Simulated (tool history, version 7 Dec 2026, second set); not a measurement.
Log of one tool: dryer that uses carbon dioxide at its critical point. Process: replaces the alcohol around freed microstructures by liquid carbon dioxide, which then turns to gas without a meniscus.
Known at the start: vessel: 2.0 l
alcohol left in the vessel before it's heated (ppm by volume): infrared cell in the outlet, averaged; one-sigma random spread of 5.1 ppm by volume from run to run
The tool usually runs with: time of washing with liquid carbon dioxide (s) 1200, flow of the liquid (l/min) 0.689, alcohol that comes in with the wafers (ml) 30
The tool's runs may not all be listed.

| run | hour | time of washing with liquid carbon dioxide (s) | flow of the liquid (l/min) | alcohol that comes in with the wafers (ml) | alcohol left in the vessel before it's heated (ppm by volume) |
|---|---|---|---|---|---|
| 1 | 0.0 | 1200 | 0.689 | 30 | 95 |
| 2 | 29.1 | 1200 | 0.689 | 30 | 112 |
| 3 | 52.1 | 1200 | 0.689 | 30 | 107 |
| 4 | 78.7 | 1200 | 0.689 | 30 | 109 |
| 5 | 96.9 | 1200 | 0.689 | 30 | 116 |
| 6 | 126.7 | 1200 | 0.689 | 30 | 116 |
| 7 | 141.3 | 1200 | 0.689 | 30 | 113 |
| 8 | 170.0 | 1200 | 0.419 | 30 | 612 |
| 9 | 195.5 | 1200 | 0.419 | 30 | 616 |
| 10 | 214.2 | 1200 | 0.689 | 30 | 120 |
| 11 | 228.2 | 1200 | 0.689 | 30 | 126 |
| 12 | 255.6 | 1200 | 0.689 | 30 | 120 |
| 13 | 288.2 | 1200 | 1.014 | 30 | 68 |
| 14 | 314.5 | 1200 | 1.014 | 30 | 65 |
| 15 | 346.9 | 1200 | 1.014 | 30 | 55 |
|  | 371.9 | inlet filter changed |
| 16 | 380.6 | 1200 | 1.014 | 30 | 69 |
| 17 | 402.2 | 1200 | 0.689 | 30 | 127 |
| 18 | 427.4 | 1200 | 0.769 | 30 | 99 |
| 19 | 461.1 | 1200 | 0.769 | 30 | 79 |
| 20 | 484.6 | 1200 | 0.689 | 54 | 172 |
| 21 | 514.8 | 1200 | 0.689 | 54 | 168 |
| 22 | 549.7 | 1200 | 0.689 | 54 | 177 |
| 23 | 573.7 | 1200 | 0.689 | 54 | 170 |
| 24 | 603.1 | 1200 | 0.689 | 40 | 144 |
| 25 | 622.7 | 1200 | 0.689 | 40 | 151 |
| 26 | 637.0 | 1200 | 0.681 | 61 | 205 |
| 27 | 669.9 | 1200 | 0.681 | 92 | 271 |
| 28 | 691.0 | 1080 | 0.689 | 49 | 249 |
| 29 | 712.3 | 720 | 0.416 | 77 | 5591 |
| 30 | 729.6 | 1200 | 0.416 | 52 | 1070 |
| 31 | 748.1 | 1260 | 0.689 | 30 | 118 |
| 32 | 773.1 | 1260 | 0.689 | 30 | 123 |
| 33 | 807.9 | 1200 | 0.464 | 98 | 1401 |
| 34 | 832.6 | 1200 | 0.689 | 33 | 149 |
| 35 | 864.0 | 1440 | 0.867 | 69 | 92 |
| 36 | 894.4 | 720 | 0.689 | 30 | 681 |
| 37 | 928.2 | 720 | 0.689 | 30 | 682 |
| 38 | 954.1 | 720 | 0.854 | 40 | 463 |
| 39 | 982.1 | 900 | 0.661 | 114 | 1303 |
| 40 | 1012.3 | 1200 | 0.689 | 52 | 216 |
|  | 1034.3 | inlet filter changed |
| 41 | 1040.3 | 1200 | 0.689 | 30 | 144 |
| 42 | 1063.5 | 780 | 0.689 | 30 | 485 |
| 43 | 1089.4 | 1860 | 0.474 | 120 | 247 |
| 44 | 1113.2 | 1080 | 0.487 | 53 | 880 |
| 45 | 1147.3 | 1080 | 0.487 | 53 | 877 |
| 46 | 1181.0 | 1080 | 0.487 | 28 | 512 |
| 47 | 1209.1 | 780 | 0.892 | 51 | 342 |

Results per run with the tool's hidden condition removed, run-to-run variation unchanged:
The tool's hidden condition here consists of: flow that reaches the vessel past the clogged filter, %; alcohol in the recycled carbon dioxide, ppm; drift of the gauge itself on alcohol_ppm, %.
| run | alcohol left in the vessel before it's heated (ppm by volume) |
|---|---|
| 1 | 51 |
| 2 | 63 |
| 3 | 58 |
| 4 | 58 |
| 5 | 65 |
| 6 | 60 |
| 7 | 58 |
| 8 | 496 |
| 9 | 496 |
| 10 | 59 |
| 11 | 64 |
| 12 | 56 |
| 13 | 18 |
| 14 | 14 |
| 15 | 1 |
| 16 | 17 |
| 17 | 72 |
| 18 | 43 |
| 19 | 23 |
| 20 | 107 |
| 21 | 102 |
| 22 | 107 |
| 23 | 97 |
| 24 | 71 |
| 25 | 77 |
| 26 | 123 |
| 27 | 176 |
| 28 | 159 |
| 29 | 5186 |
| 30 | 898 |
| 31 | 40 |
| 32 | 43 |
| 33 | 1150 |
| 34 | 62 |
| 35 | 13 |
| 36 | 522 |
| 37 | 516 |
| 38 | 312 |
| 39 | 993 |
| 40 | 104 |
| 41 | 61 |
| 42 | 395 |
| 43 | 155 |
| 44 | 767 |
| 45 | 757 |
| 46 | 403 |
| 47 | 232 |
